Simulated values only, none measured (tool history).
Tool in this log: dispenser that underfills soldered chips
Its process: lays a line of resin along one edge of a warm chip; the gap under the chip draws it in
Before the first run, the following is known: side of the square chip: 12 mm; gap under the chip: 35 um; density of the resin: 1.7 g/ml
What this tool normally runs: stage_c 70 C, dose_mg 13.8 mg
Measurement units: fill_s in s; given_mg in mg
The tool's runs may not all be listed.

run,hour,stage_c,dose_mg,fill_s,given_mg
1,0.0,70,13.8,73.9,13.01
# hour 4.3: new syringe of resin
2,5.2,70,13.8,46.7,12.89
3,9.4,70,13.8,59.3,12.85
4,12.8,70,13.8,69.2,12.87
# hour 17.2: new syringe of resin
5,17.9,70,13.8,48.0,12.74
6,23.3,63,13.8,76.3,12.80

Predict the results of run 7:
7,28.7,63,15.3,?,?

Run 7 yielded fill_s 99.8 s, given_mg 14.25 mg.
Had the tool carried no hidden state, the very same run would have given fill_s 55.4 s, given_mg 15.42 mg.

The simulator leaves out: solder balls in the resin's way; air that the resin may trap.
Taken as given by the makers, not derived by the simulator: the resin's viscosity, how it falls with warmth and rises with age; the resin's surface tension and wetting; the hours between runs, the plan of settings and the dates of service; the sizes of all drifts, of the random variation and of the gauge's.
